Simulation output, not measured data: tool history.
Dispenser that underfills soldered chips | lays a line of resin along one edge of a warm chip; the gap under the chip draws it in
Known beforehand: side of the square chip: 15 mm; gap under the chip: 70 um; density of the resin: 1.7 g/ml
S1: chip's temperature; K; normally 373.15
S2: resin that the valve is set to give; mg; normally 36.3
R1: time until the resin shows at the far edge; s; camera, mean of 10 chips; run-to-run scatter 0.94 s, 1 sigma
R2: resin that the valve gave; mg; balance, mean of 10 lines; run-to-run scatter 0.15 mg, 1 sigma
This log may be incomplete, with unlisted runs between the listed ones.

| run | hour | S1 | S2 | R1 | R2 |
|---|---|---|---|---|---|
| 1 | 0 | 373.15 | 36.3 | 101 | 35.22 |
| 2 | 3.5 | 373.15 | 36.3 | 113.7 | 35.62 |
|  | 6.4 | new syringe of resin |
| 3 | 10.2 | 373.15 | 36.3 | 104.1 | 35.31 |
|  | 15.8 | new syringe of resin |
| 4 | 16.7 | 385.15 | 36.3 | 70 | 35.78 |
| 5 | 20 | 385.15 | 40.4 | 77.2 | 39.72 |
|  | 24.9 | new syringe of resin |
| 6 | 25.8 | 373.15 | 39.2 | 94.3 | 38.38 |
| 7 | 32 | 371.15 | 39.2 | 125.5 | 38.49 |
|  | 34.1 | new syringe of resin |
| 8 | 38.3 | 371.15 | 39.2 | 114.1 | 37.89 |
| 9 | 42.6 | 371.15 | 39.2 | 133.2 | 37.99 |
|  | 43.5 | new syringe of resin |
|  | 45.3 | dispensing valve cleaned and set on the balance |
| 10 | 50.5 | 371.15 | 39.2 | 117.1 | 39.25 |
|  | 53.3 | new syringe of resin |
| 11 | 56.8 | 371.15 | 39.2 | 111.3 | 39.38 |
|  | 62.4 | new syringe of resin |
| 12 | 62.4 | 371.15 | 39.2 | 97.8 | 39.1 |
| 13 | 68.1 | 371.15 | 39.2 | 121.9 | 39.18 |
|  | 71.3 | new syringe of resin |
| 14 | 74.5 | 371.15 | 39.2 | 107.7 | 38.65 |
|  | 80.3 | new syringe of resin |
| 15 | 81.6 | 371.15 | 39.2 | 101.7 | 38.65 |
| 16 | 85.5 | 373.15 | 36.3 | 116.1 | 35.9 |
|  | 89.5 | new syringe of resin |
| 17 | 92 | 373.15 | 33.3 | 105.5 | 32.9 |
| 18 | 96.1 | 373.15 | 33.3 | 122 | 32.67 |
|  | 98.4 | new syringe of resin |
| 19 | 103.5 | 378.15 | 35 | 98.2 | 34.61 |
|  | 107.4 | new syringe of resin |
| 20 | 110.2 | 373.15 | 35.9 | 106.5 | 35.19 |
| 21 | 113.2 | 363.15 | 41.1 | 154.2 | 40.18 |
|  | 116.3 | new syringe of resin |
| 22 | 117.5 | 363.15 | 41.1 | 122.7 | 40.41 |
| 23 | 123.3 | 362.15 | 41.3 | 159.9 | 40.34 |
|  | 125.5 | new syringe of resin |
| 24 | 126.9 | 369.15 | 42.3 | 107.5 | 41.4 |
| 25 | 130.3 | 368.15 | 36 | 130.4 | 35.22 |
| 26 | 133.7 | 360.15 | 36.1 | 188.4 | 35.23 |
|  | 134.7 | new syringe of resin |
| 27 | 139.1 | 360.15 | 36.1 | 162.8 | 34.99 |
| 28 | 142.9 | 373.15 | 40.7 | 124.9 | 39.65 |
|  | 143.7 | new syringe of resin |
| 29 | 148.5 | 373.15 | 40.7 | 107.5 | 39.56 |
|  | 152.7 | new syringe of resin |
| 30 | 152.7 | 382.15 | 36.3 | 73.4 | 35.35 |
| 31 | 159.2 | 369.15 | 45.9 | 130.3 | 44.69 |
|  | 161.6 | new syringe of resin |
|  | 163.5 | dispensing valve cleaned and set on the balance |
| 32 | 166.6 | 359.15 | 44.2 | 157.9 | 44.07 |
| 33 | 170.4 | 359.15 | 44.2 | 182.7 | 44.23 |
|  | 171.7 | new syringe of resin |
| 34 | 177.9 | 359.15 | 44.2 | 166.7 | 43.85 |
|  | 181.1 | new syringe of resin |
| 35 | 181.6 | 359.15 | 44.2 | 140.4 | 43.96 |
| 36 | 185 | 359.15 | 44.2 | 156.1 | 44.29 |

3 ways to go on from here, each from the tool as it stands after run 36. What would each give?
|  | 190.1 | new syringe of resin |
| A | 190.4 | 375.15 | 30.9 | ? | ? |
|  | 190.1 | new syringe of resin |
| B | 190.4 | 359.15 | 36.8 | ? | ? |
|  | 190.1 | new syringe of resin |
| C | 190.4 | 377.15 | 34.3 | ? | ? |

| run | R1 | R2 |
|---|---|---|
| A | 93.6 | 30.55 |
| B | 140.1 | 36.61 |
| C | 85.6 | 34.49 |
Without the tool's hidden state the same runs would have given:
| run | R1 | R2 |
|---|---|---|
| A | 88.4 | 30.64 |
| B | 131.7 | 36.72 |
| C | 80.9 | 34.6 |
